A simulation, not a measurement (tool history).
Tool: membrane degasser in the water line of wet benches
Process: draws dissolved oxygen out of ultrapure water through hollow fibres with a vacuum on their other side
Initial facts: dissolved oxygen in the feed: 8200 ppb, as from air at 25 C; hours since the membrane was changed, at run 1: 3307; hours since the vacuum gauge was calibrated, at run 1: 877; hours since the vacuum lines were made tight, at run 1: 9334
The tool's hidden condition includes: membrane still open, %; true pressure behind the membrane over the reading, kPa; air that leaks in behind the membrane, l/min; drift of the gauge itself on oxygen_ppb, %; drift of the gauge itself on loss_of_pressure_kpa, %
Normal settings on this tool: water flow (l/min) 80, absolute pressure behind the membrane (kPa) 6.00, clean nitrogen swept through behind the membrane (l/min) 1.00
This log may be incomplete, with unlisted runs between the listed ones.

run,hour,water flow (l/min),absolute pressure behind the membrane (kPa),clean nitrogen swept through behind the membrane (l/min),hours since the membrane was changed,hours since the vacuum gauge was calibrated,hours since the vacuum lines were made tight,dissolved oxygen in the water behind the degasser (ppb),pressure that the water loses in the fibres (kPa)
1,0.0,80,6.00,1.00,3307,877,9334,387.1,55.93
2,109.2,80,6.00,1.00,3416,986,9443,382.8,56.26
3,216.4,80,6.00,1.00,3523,1093,9550,385.7,55.80
4,338.0,80,6.00,0.42,3645,1215,9672,601.9,56.06
5,442.0,80,6.00,0.42,3749,1319,9776,603.1,55.46
6,559.4,80,6.00,0.42,3866,1436,9893,603.5,56.22
7,637.6,80,6.00,0.42,3944,1514,9972,603.5,55.93
8,762.8,80,6.00,0.42,4070,1639,10097,605.8,56.43
9,885.8,80,3.80,1.00,4193,1762,10220,106.7,56.70
10,960.8,80,6.00,2.15,4267,1837,10295,232.0,56.20
11,1047.2,80,6.00,2.15,4354,1924,10381,232.8,56.07
12,1161.0,80,6.00,2.15,4468,2038,10495,233.6,56.51
13,1260.5,80,6.00,1.00,4567,2137,10594,385.7,56.72
14,1369.4,80,6.00,1.00,4676,2246,10703,388.7,56.24
15,1439.5,80,6.00,1.00,4746,2316,10773,387.6,56.51
16,1544.7,80,6.00,1.12,4851,2421,10879,362.2,56.39
17,1604.3,105,5.75,0.40,4911,2481,10938,677.7,73.48
# hour 1616.2: vacuum gauge calibrated
18,1679.6,105,5.75,0.78,4986,63,11013,523.1,74.30
19,1779.3,105,10.26,2.80,5086,163,11113,578.7,74.47
20,1853.8,105,10.26,2.80,5160,238,11187,581.0,73.65
21,1929.9,105,10.26,2.80,5236,314,11263,581.2,74.15
22,2033.5,110,5.74,1.93,5340,417,11367,348.1,77.83
# hour 2116.3: vacuum gauge calibrated, once more
23,2116.3,116,5.11,0.82,5422,0,11449,442.2,81.66
24,2193.4,96,6.00,1.02,5499,77,11526,447.1,67.94
25,2261.5,73,6.00,0.59,5567,145,11594,478.2,51.57
26,2356.4,73,6.00,0.59,5662,240,11689,479.8,51.59
27,2414.9,73,6.00,0.59,5721,299,11748,479.6,51.83
28,2545.4,73,6.00,0.59,5851,429,11878,478.7,51.59
29,2624.0,73,6.00,0.59,5930,508,11957,479.9,51.43
30,2762.5,73,6.00,0.59,6068,646,12095,483.3,51.47
31,2832.1,92,6.00,1.18,6138,716,12165,397.5,65.32
32,2966.2,92,4.79,1.74,6272,850,12299,199.9,65.26

Below are 3 alternative next runs, each starting from the tool's condition after run 32. Predict each:
A,3081.6,80,6.00,1.68,6387,965,12415,?,?
B,3081.6,63,8.73,1.74,6387,965,12415,?,?
C,3081.6,92,4.79,0.80,6387,965,12415,?,?

run,dissolved oxygen in the water behind the degasser (ppb),pressure that the water loses in the fibres (kPa)
A,275.4,56.18
B,401.7,44.30
C,302.7,64.88
Without the tool's hidden state the same runs would have given:
run,dissolved oxygen in the water behind the degasser (ppb),pressure that the water loses in the fibres (kPa)
A,270.1,54.81
B,397.4,43.21
C,296.5,63.30
